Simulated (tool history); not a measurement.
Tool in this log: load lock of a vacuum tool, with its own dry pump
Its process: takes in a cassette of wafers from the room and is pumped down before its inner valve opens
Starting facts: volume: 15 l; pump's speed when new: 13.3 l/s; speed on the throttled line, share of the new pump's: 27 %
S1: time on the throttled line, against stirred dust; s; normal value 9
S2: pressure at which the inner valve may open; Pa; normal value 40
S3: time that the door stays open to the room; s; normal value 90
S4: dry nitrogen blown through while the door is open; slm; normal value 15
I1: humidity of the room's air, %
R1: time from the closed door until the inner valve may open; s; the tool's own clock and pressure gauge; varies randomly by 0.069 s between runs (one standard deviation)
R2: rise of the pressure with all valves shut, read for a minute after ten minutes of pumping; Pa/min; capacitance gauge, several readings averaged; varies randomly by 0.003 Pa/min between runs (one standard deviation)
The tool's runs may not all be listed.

run	hour	S1	S2	S3	S4	I1	R1	R2
1	0	9	40	90	15	42.1	16.14	0.137
2	247.5	9	40	90	15	43.8	16.4	0.131
3	555.6	9	40	90	15	46.9	16.38	0.145
4	763.7	9	40	90	15	46.6	16.39	0.148
5	1064.8	9	66	90	15	48.5	15.74	0.156
6	1381.4	9	66	90	15	45.3	15.65	0.159
7	1518.2	9	66	90	15	42.3	15.74	0.16
8	1653	9	40	90	15	43.1	16.36	0.158
9	1959	9	40	90	15	44.7	16.42	0.166

Predict the results of run 10:
10	2193.1	9	40	90	15	44.7	?	?

{"run 10": {"R1": 16.47, "R2": 0.17}}
On a tool with no hidden condition, and with the same random variation, this run would have come out at R1 15.51 s, R2 0.049 Pa/min.
